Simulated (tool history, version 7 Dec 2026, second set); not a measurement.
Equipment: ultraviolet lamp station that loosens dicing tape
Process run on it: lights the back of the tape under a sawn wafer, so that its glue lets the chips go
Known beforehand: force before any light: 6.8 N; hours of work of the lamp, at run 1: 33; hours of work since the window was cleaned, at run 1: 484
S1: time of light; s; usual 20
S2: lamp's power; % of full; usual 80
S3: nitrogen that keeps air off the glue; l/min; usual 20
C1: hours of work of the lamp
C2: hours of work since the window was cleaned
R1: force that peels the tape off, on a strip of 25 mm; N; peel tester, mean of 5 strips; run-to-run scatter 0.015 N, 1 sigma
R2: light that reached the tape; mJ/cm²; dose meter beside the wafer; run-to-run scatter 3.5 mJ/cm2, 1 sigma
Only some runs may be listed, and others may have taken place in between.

Run 1, hour 0: usual settings; C1 33; C2 484. Result: R1 0.947 N, R2 498 mJ/cm².
Run 2, hour 5.1: usual settings; C1 37; C2 487. Result: R1 0.929 N, R2 503 mJ/cm².
Run 3, hour 12.8: usual settings but S2 69 % of full; C1 42; C2 492. Result: R1 1.14 N, R2 429 mJ/cm².
Run 4, hour 17.9: usual settings; C1 45; C2 496. Result: R1 0.918 N, R2 498 mJ/cm².
Run 5, hour 28.8: usual settings; C1 53; C2 503. Result: R1 0.941 N, R2 494 mJ/cm².
Run 6, hour 39.9: usual settings but S3 19 l/min; C1 60; C2 511. Result: R1 0.932 N, R2 491 mJ/cm².
Run 7, hour 46.9: usual settings; C1 65; C2 516. Result: R1 0.932 N, R2 494 mJ/cm².
Run 8, hour 53.6: usual settings; C1 70; C2 520. Result: R1 0.923 N, R2 493 mJ/cm².
Run 9, hour 61.5: usual settings; C1 75; C2 526. Result: R1 0.943 N, R2 498 mJ/cm².
Run 10, hour 70.5: usual settings; C1 81; C2 532. Result: R1 0.936 N, R2 494 mJ/cm².
Run 11, hour 81.5: usual settings but S1 34 s; C1 89; C2 540. Result: R1 0.337 N, R2 836 mJ/cm².
Run 12, hour 91.9: usual settings but S1 34 s; C1 96; C2 547. Result: R1 0.346 N, R2 840 mJ/cm².
Run 13, hour 97.7: usual settings but S1 34 s; C1 100; C2 551. Result: R1 0.344 N, R2 832 mJ/cm².
Run 14, hour 106.3: usual settings but S1 19 s; C1 106; C2 557. Result: R1 1.045 N, R2 460 mJ/cm².
Run 15, hour 114.5: usual settings but S1 19 s; C1 112; C2 562. Result: R1 1.003 N, R2 464 mJ/cm².
Run 16, hour 121.7: usual settings but S1 11 s; C1 117; C2 567. Result: R1 2.199 N, R2 269 mJ/cm².
Run 17, hour 127.9: usual settings but S2 67 % of full; C1 121; C2 571. Result: R1 1.267 N, R2 406 mJ/cm².
Run 18, hour 133.6: usual settings but S2 67 % of full; C1 125; C2 575. Result: R1 1.313 N, R2 404 mJ/cm².
Run 19, hour 138.1: usual settings but S1 39 s; C1 128; C2 578. Result: R1 0.283 N, R2 938 mJ/cm².
Run 20, hour 144.7: usual settings but S2 71 % of full; C1 132; C2 583. Result: R1 1.195 N, R2 426 mJ/cm².
Run 21, hour 152.8: usual settings but S2 63 % of full; C1 138; C2 588. Result: R1 1.482 N, R2 380 mJ/cm².
Run 22, hour 160.5: usual settings but S2 62 % of full; C1 143; C2 594. Result: R1 1.479 N, R2 375 mJ/cm².
Run 23, hour 166.8: usual settings but S1 24 s, S2 84 % of full, S3 17 l/min; C1 148; C2 598. Result: R1 0.719 N, R2 607 mJ/cm².
Run 24, hour 175.5: usual settings but S1 21 s, S2 84 % of full, S3 17 l/min; C1 153; C2 604. Result: R1 0.942 N, R2 527 mJ/cm².
Run 25, hour 180.9: usual settings but S1 21 s, S2 84 % of full, S3 17 l/min; C1 157; C2 608. Result: R1 0.941 N, R2 528 mJ/cm².
Run 26, hour 188.9: usual settings but S1 26 s, S2 61 % of full, S3 8 l/min; C1 163; C2 613. Result: R1 1.819 N, R2 475 mJ/cm².
Run 27, hour 193.4: usual settings but S1 15 s, S2 99 % of full, S3 9 l/min; C1 166; C2 616. Result: R1 1.814 N, R2 446 mJ/cm².
Run 28, hour 199.3: usual settings but S1 12 s, S2 63 % of full, S3 7 l/min; C1 170; C2 620. Result: R1 3.759 N, R2 222 mJ/cm².
Run 29, hour 204: usual settings but S1 10 s, S2 62 % of full, S3 11 l/min; C1 173; C2 624. Result: R1 3.691 N, R2 186 mJ/cm².
Run 30, hour 212.4: usual settings but S1 11 s; C1 179; C2 629. Result: R1 2.26 N, R2 267 mJ/cm².
Run 31, hour 221.1: usual settings but S1 11 s, S2 83 % of full, S3 8 l/min; C1 185; C2 635. Result: R1 3.125 N, R2 271 mJ/cm².
Run 32, hour 227: usual settings but S1 11 s, S2 83 % of full, S3 8 l/min; C1 189; C2 639. Result: R1 3.004 N, R2 267 mJ/cm².
Run 33, hour 235: usual settings but S1 11 s, S2 83 % of full, S3 8 l/min; C1 194; C2 645. Result: R1 3.095 N, R2 272 mJ/cm².
Run 34, hour 240.2: usual settings but S1 12 s, S2 76 % of full, S3 8 l/min; C1 198; C2 648. Result: R1 3.28 N, R2 264 mJ/cm².
Run 35, hour 250.7: usual settings but S1 25 s, S2 91 % of full, S3 11 l/min; C1 205; C2 656. Result: R1 0.884 N, R2 663 mJ/cm².
Run 36, hour 260.4: usual settings but S1 23 s, S2 84 % of full, S3 16 l/min; C1 212; C2 662. Result: R1 0.876 N, R2 567 mJ/cm².
Run 37, hour 266.7: usual settings but S1 23 s, S2 81 % of full, S3 16 l/min; C1 216; C2 667. Result: R1 0.939 N, R2 550 mJ/cm².
Run 38, hour 272.7: usual settings but S1 11 s, S2 66 % of full, S3 16 l/min; C1 220; C2 671. Result: R1 2.952 N, R2 209 mJ/cm².
Run 39, hour 283.6: usual settings but S1 11 s, S3 8 l/min; C1 228; C2 678. Result: R1 3.17 N, R2 255 mJ/cm².
Run 40, hour 293.3: usual settings but S1 11 s; C1 234; C2 685. Result: R1 2.332 N, R2 257 mJ/cm².
Run 41, hour 298.4: usual settings but S1 11 s, S2 93 % of full, S3 39 l/min; C1 238; C2 688. Result: R1 1.396 N, R2 298 mJ/cm².
Run 42, hour 303.3: usual settings but S1 11 s, S2 91 % of full, S3 39 l/min; C1 241; C2 692. Result: R1 1.507 N, R2 292 mJ/cm².
At hour 308.3: window cleaned of glue's vapour.
Run 43, hour 313.1: usual settings but S1 10 s, S2 76 % of full, S3 15 l/min; C1 248; C2 3. Result: R1 2.505 N, R2 258 mJ/cm².

4 options for the next run, each taken on its own from the tool as it stands now. Forecast them:
Run A, hour 320: usual settings but S1 34 s, S2 76 % of full; C1 252; C2 8. Result: R1 ?, R2 ?.
Run B, hour 320: usual settings but S1 30 s, S2 98 % of full, S3 7 l/min; C1 252; C2 8. Result: R1 ?, R2 ?.
Run C, hour 320: usual settings but S1 16 s, S3 27 l/min; C1 252; C2 8. Result: R1 ?, R2 ?.
Run D, hour 320: usual settings but S1 14 s, S2 90 % of full, S3 15 l/min; C1 252; C2 8. Result: R1 ?, R2 ?.

run     R1    R2
  A  0.319   880
  B  0.576  1000
  C  0.984   438
  D  1.415   427
With the hidden condition removed and each run's random variation left untouched, the same runs would have given:
run     R1    R2
  A  0.298   917
  B  0.531  1042
  C  0.914   456
  D  1.331   445

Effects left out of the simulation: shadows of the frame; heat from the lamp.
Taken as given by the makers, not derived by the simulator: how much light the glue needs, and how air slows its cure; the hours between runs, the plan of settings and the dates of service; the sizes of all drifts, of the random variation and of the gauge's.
